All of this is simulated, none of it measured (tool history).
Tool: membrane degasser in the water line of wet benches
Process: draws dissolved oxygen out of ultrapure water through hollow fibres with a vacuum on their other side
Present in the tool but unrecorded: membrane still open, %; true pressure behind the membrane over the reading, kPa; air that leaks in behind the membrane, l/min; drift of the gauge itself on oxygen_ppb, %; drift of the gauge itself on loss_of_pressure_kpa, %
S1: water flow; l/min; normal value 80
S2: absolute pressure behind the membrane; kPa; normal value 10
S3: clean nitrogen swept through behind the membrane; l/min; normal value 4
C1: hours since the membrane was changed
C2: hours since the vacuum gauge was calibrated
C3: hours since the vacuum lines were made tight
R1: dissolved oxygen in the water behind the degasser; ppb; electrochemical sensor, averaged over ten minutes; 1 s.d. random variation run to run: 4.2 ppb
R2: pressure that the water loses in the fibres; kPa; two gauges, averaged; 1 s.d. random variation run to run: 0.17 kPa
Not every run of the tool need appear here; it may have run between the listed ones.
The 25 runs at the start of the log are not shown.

| run | hour | S1 | S2 | S3 | C1 | C2 | C3 | R1 | R2 |
|---|---|---|---|---|---|---|---|---|---|
| 26 | 1442.7 | 85 | 20.2 | 7.1 | 2109 | 1766 | 3541 | 589.4 | 32.19 |
| 27 | 1513.3 | 76 | 13.8 | 10.43 | 2180 | 1837 | 3611 | 295.2 | 28.81 |
| 28 | 1585.7 | 64 | 13.4 | 2.61 | 2252 | 1909 | 3684 | 574 | 24.36 |
| 29 | 1639.6 | 64 | 13.4 | 2.61 | 2306 | 1963 | 3738 | 581.6 | 24.22 |
| 30 | 1681.2 | 54 | 15.2 | 4 | 2348 | 2005 | 3779 | 400.2 | 20.72 |
| 31 | 1720.5 | 54 | 15.2 | 4 | 2387 | 2044 | 3818 | 402.3 | 20.76 |
| 32 | 1789 | 54 | 15.2 | 4 | 2456 | 2112 | 3887 | 405.1 | 20.85 |
| 33 | 1869.7 | 107 | 23.9 | 4.16 | 2536 | 2193 | 3968 | 1226.2 | 41.41 |

Alternative continuations, all from the tool just after run 33; predict every row:
| A | 1940 | 109 | 19.6 | 2.92 | 2607 | 2263 | 4038 | ? | ? |
| B | 1940 | 73 | 23.9 | 4.16 | 2607 | 2263 | 4038 | ? | ? |
| C | 1940 | 80 | 7.9 | 6.35 | 2607 | 2263 | 4038 | ? | ? |

| run | R1 | R2 |
|---|---|---|
| A | 1304.9 | 42.15 |
| B | 855.2 | 28.49 |
| C | 263.3 | 31.11 |
Without the tool's hidden state the same runs would have given:
| run | R1 | R2 |
|---|---|---|
| A | 1304.5 | 40.09 |
| B | 854.9 | 27.11 |
| C | 263 | 29.6 |

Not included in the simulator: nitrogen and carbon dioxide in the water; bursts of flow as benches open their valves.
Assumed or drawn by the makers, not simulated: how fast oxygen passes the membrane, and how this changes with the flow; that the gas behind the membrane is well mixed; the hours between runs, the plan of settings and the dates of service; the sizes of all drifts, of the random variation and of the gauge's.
